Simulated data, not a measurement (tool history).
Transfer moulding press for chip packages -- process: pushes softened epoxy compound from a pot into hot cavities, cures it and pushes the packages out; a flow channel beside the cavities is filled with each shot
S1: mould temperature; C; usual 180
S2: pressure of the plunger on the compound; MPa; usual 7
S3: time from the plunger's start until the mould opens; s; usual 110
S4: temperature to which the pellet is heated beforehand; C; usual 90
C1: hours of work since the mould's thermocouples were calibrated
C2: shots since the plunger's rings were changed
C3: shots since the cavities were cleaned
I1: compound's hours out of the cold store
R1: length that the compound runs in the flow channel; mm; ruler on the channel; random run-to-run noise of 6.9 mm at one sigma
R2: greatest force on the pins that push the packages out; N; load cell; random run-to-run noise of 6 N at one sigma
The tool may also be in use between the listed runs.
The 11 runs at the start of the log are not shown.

run 12 hour=75.4 | S1=180 S2=8.65 S3=126 S4=90 | C1=53 C2=1657 C3=1039 | I1=44 | R1=963 R2=325
-- hour=77.5 cavities cleaned with cleaning compound and waxed
run 13 hour=82.6 | S1=180 S2=8.65 S3=126 S4=90 | C1=56 C2=1713 C3=50 | I1=26.7 | R1=1025 R2=217
run 14 hour=91.9 | S1=180 S2=8.65 S3=126 S4=90 | C1=62 C2=1804 C3=141 | I1=27 | R1=1038 R2=229
run 15 hour=96.4 | S1=180 S2=8.65 S3=126 S4=90 | C1=64 C2=1848 C3=185 | I1=21.8 | R1=1038 R2=231
run 16 hour=102.1 | S1=180 S2=7 S3=100 S4=90 | C1=67 C2=1904 C3=241 | I1=43.8 | R1=866 R2=291
run 17 hour=108.2 | S1=180 S2=6.96 S3=100 S4=85 | C1=71 C2=1963 C3=300 | I1=8.2 | R1=972 R2=326
run 18 hour=117.5 | S1=178 S2=8.39 S3=110 S4=90 | C1=76 C2=2054 C3=391 | I1=10 | R1=1074 R2=337
run 19 hour=125.3 | S1=175 S2=7.42 S3=110 S4=81 | C1=81 C2=2131 C3=468 | I1=38.3 | R1=940 R2=362
run 20 hour=133.6 | S1=175 S2=7.42 S3=110 S4=81 | C1=85 C2=2212 C3=549 | I1=25.6 | R1=978 R2=390
run 21 hour=139.4 | S1=175 S2=7.42 S3=110 S4=81 | C1=89 C2=2269 C3=606 | I1=39.5 | R1=940 R2=387
run 22 hour=143.8 | S1=175 S2=8.53 S3=110 S4=81 | C1=91 C2=2312 C3=649 | I1=27.1 | R1=1034 R2=391
run 23 hour=151.3 | S1=173 S2=7.36 S3=107 S4=93 | C1=95 C2=2385 C3=722 | I1=41.4 | R1=939 R2=464
run 24 hour=156.7 | S1=182 S2=6.75 S3=145 S4=89 | C1=98 C2=2438 C3=775 | I1=39.5 | R1=842 R2=296
run 25 hour=164.3 | S1=182 S2=6.75 S3=145 S4=89 | C1=103 C2=2512 C3=849 | I1=41.6 | R1=831 R2=292
run 26 hour=171.8 | S1=176 S2=6.13 S3=110 S4=86 | C1=107 C2=2585 C3=922 | I1=16.9 | R1=901 R2=397
run 27 hour=181.1 | S1=180 S2=6.34 S3=110 S4=90 | C1=112 C2=2677 C3=1014 | I1=12.6 | R1=903 R2=354
-- hour=185.6 cavities cleaned with cleaning compound and waxed
run 28 hour=187.6 | S1=180 S2=6.34 S3=110 S4=90 | C1=115 C2=2726 C3=20 | I1=20.3 | R1=883 R2=241
run 29 hour=194.5 | S1=180 S2=6.34 S3=127 S4=97 | C1=119 C2=2793 C3=87 | I1=32 | R1=856 R2=233
run 30 hour=199.3 | S1=180 S2=6.34 S3=147 S4=97 | C1=122 C2=2840 C3=134 | I1=11.6 | R1=915 R2=225

Forecast each of these 3 alternatives for the next run:
run A hour=205.9 | S1=179 S2=5.97 S3=142 S4=97 | C1=125 C2=2905 C3=199 | I1=29 | R1=? R2=?
run B hour=205.9 | S1=180 S2=8.26 S3=141 S4=86 | C1=125 C2=2905 C3=199 | I1=12.1 | R1=? R2=?
run C hour=205.9 | S1=185 S2=5.91 S3=147 S4=97 | C1=125 C2=2905 C3=199 | I1=8.2 | R1=? R2=?

run=A R1=829 R2=247
run=B R1=1039 R2=248
run=C R1=855 R2=242
The same runs, with their run-to-run variation unchanged, on a tool lacking any hidden condition would have given:
run=A R1=869 R2=210
run=B R1=1089 R2=211
run=C R1=896 R2=206
